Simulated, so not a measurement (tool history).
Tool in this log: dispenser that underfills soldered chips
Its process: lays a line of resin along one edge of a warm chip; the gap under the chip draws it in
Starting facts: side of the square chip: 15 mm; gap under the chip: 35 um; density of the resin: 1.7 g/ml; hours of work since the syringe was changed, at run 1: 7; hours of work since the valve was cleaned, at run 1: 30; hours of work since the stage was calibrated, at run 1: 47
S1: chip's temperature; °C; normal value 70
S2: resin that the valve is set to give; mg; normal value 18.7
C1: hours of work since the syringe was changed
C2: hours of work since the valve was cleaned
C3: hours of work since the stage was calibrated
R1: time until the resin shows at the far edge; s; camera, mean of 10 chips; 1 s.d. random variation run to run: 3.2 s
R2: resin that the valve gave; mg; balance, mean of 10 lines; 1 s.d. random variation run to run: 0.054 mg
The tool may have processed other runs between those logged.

run    day  S1    S2  C1  C2   C3     R1     R2
  1      0  70  18.7   7  30   47  471.9  18.44
  2  0.183  70  18.7  10  33   50  544.6  18.47
     0.267  -- new syringe of resin
  3  0.375  70  18.7   2  36   53  343.5  18.41
  4  0.612  70  18.7   6  40   56  426.4  18.47
  5  0.946  70  18.7  11  45   62  574.6  18.41
     0.988  -- new syringe of resin
  6  1.188  70  18.7   3  49   66  374.3  18.32
  7  1.408  70  18.7   7  53   69  453.1  18.28
  8  1.558  67  18.7   9  55   72  581.9  18.34
     1.729  -- new syringe of resin
  9  1.904  77  18.7   3  60   77  290.1  18.26
 10  2.083  77  18.7   6  63   80  343.7  18.25
 11  2.275  70  16.1   9  66   83  543.8  15.72
     2.458  -- new syringe of resin
 12  2.588  70  16.1   2  71   88  365.7  15.62
 13  2.929  70  16.1   8  77   93  490.6   15.6
 14  3.158  75    20  11  81   97  480.1  19.38
     3.188  -- new syringe of resin
 15  3.462  69  18.7   5  85  102  411.2  18.05
 16  3.788  69  20.8  10  91  107  527.6  20.06
     3.917  -- new syringe of resin
 17   3.95  69  20.8   1  93  110  328.5  20.06
 18  4.312  56  18.1   6  99  115  739.7  17.38
     4.383  -- dispensing valve cleaned and set on the balance
 19  4.575  60  18.7  10   3  119  758.3  18.65
       4.7  -- new syringe of resin
 20  4.738  57  19.2   1   6  122  508.4  19.21
 21  5.046  57  19.2   6  11  127  669.2  19.22
 22  5.271  77  16.9   9  14  130  417.1  16.78

Forecast run 23:
     5.417  -- new syringe of resin
 23  5.592  77  16.9   3  19  135   ?   ?

For run 23 the tool returned R1 290.1 s, R2 16.74 mg.
If the tool had no hidden condition, the same run with the same run-to-run variation would have returned R1 254.8 s, R2 16.89 mg.

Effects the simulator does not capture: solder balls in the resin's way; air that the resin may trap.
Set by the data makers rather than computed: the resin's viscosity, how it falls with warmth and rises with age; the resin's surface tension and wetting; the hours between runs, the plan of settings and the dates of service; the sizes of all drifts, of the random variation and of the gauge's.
